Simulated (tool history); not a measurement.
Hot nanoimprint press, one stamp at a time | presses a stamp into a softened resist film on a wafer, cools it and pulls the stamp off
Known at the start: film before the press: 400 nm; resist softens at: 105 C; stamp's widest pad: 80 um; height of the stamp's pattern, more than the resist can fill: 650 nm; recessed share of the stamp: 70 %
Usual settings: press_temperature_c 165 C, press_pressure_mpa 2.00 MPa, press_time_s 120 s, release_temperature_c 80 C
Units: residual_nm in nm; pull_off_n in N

| run | hour | press_temperature_c | press_pressure_mpa | press_time_s | release_temperature_c | residual_nm | pull_off_n |
|---|---|---|---|---|---|---|---|
| 1 | 0.0 | 165 | 2.00 | 120 | 80 | 146.9 | 99 |
|  | 56.6 | stamp cleaned and given a new release coat |
| 2 | 104.6 | 165 | 2.35 | 120 | 80 | 134.3 | 105 |
| 3 | 202.3 | 165 | 2.35 | 120 | 80 | 133.5 | 107 |
|  | 222.8 | stamp cleaned and given a new release coat |
| 4 | 282.6 | 165 | 2.35 | 120 | 80 | 134.7 | 104 |
| 5 | 331.5 | 165 | 1.25 | 120 | 80 | 185.2 | 103 |
|  | 385.7 | stamp cleaned and given a new release coat |
| 6 | 385.7 | 165 | 1.25 | 120 | 80 | 184.5 | 104 |
| 7 | 481.1 | 165 | 1.25 | 120 | 80 | 183.1 | 103 |
| 8 | 538.1 | 165 | 1.67 | 120 | 80 | 158.9 | 104 |
|  | 548.9 | stamp cleaned and given a new release coat |
| 9 | 611.6 | 165 | 1.67 | 120 | 80 | 158.8 | 103 |
|  | 686.7 | plate thermocouple calibrated |
|  | 713.9 | stamp cleaned and given a new release coat |
| 10 | 713.9 | 155 | 2.00 | 120 | 80 | 247.0 | 103 |
| 11 | 781.1 | 165 | 2.00 | 120 | 85 | 145.0 | 96 |
| 12 | 868.8 | 165 | 2.11 | 120 | 81 | 141.3 | 102 |
|  | 883.0 | stamp cleaned and given a new release coat |
| 13 | 962.9 | 159 | 2.11 | 61 | 81 | 243.0 | 101 |

Forecast run 14:
| 14 | 1027.5 | 172 | 2.00 | 106 | 80 | ? | ? |

residual_nm: 106.3 nm
pull_off_n: 103 N
Without the tool's hidden state the same run would have given residual_nm 106.2 nm, pull_off_n 103 N.

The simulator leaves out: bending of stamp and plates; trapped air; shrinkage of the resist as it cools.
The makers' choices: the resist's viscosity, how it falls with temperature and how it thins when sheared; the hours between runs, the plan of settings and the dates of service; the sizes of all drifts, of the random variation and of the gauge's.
